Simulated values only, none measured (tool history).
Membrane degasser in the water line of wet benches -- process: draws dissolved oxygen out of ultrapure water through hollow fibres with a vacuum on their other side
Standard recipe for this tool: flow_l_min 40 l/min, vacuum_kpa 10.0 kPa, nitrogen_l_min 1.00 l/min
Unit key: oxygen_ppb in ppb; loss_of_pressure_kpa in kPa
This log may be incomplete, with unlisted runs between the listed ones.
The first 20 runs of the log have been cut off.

run    hour  flow_l_min  vacuum_kpa  nitrogen_l_min  oxygen_ppb  loss_of_pressure_kpa
 21  1851.5          42        10.4            0.42      1142.9                 51.93
     1900.8  -- vacuum gauge calibrated
 22  1988.8          42        10.4            0.42      1137.7                 52.03
 23  2085.6          42        21.2            0.42      2309.2                 52.18
 24  2166.3          40        11.4            0.43      1180.1                 49.53
 25  2226.1          51        10.0            1.00       818.4                 63.15
 26  2314.4          29         7.7            2.20       191.6                 36.18
 27  2435.3          29         7.7            2.20       193.0                 35.82
 28  2548.7          29         7.7            2.20       193.0                 35.86
 29  2627.5          29         7.7            2.20       192.2                 35.87
 30  2736.8          43        10.0            0.72       830.9                 53.30
 31  2858.3          43        10.0            0.72       812.0                 53.10
 32  2947.5          40        10.0            2.31       384.7                 49.56

Consider 4 possible next runs. They are alternatives, not a sequence: every one starts from the tool as it was left by run 32. What does each give?
  A  3012.7          55         8.3            2.31           ?                     ?
  B  3012.7          34         7.8            2.25           ?                     ?
  C  3012.7          48         7.8            2.31           ?                     ?
  D  3012.7          40        10.0            1.91           ?                     ?

run  oxygen_ppb  loss_of_pressure_kpa
  A       510.7                 67.70
  B       246.3                 41.89
  C       403.1                 59.58
  D       437.9                 49.12
The same runs, with their run-to-run variation unchanged, on a tool lacking any hidden condition would have given:
run  oxygen_ppb  loss_of_pressure_kpa
  A       510.4                 69.57
  B       246.1                 43.04
  C       402.8                 61.22
  D       437.6                 50.48
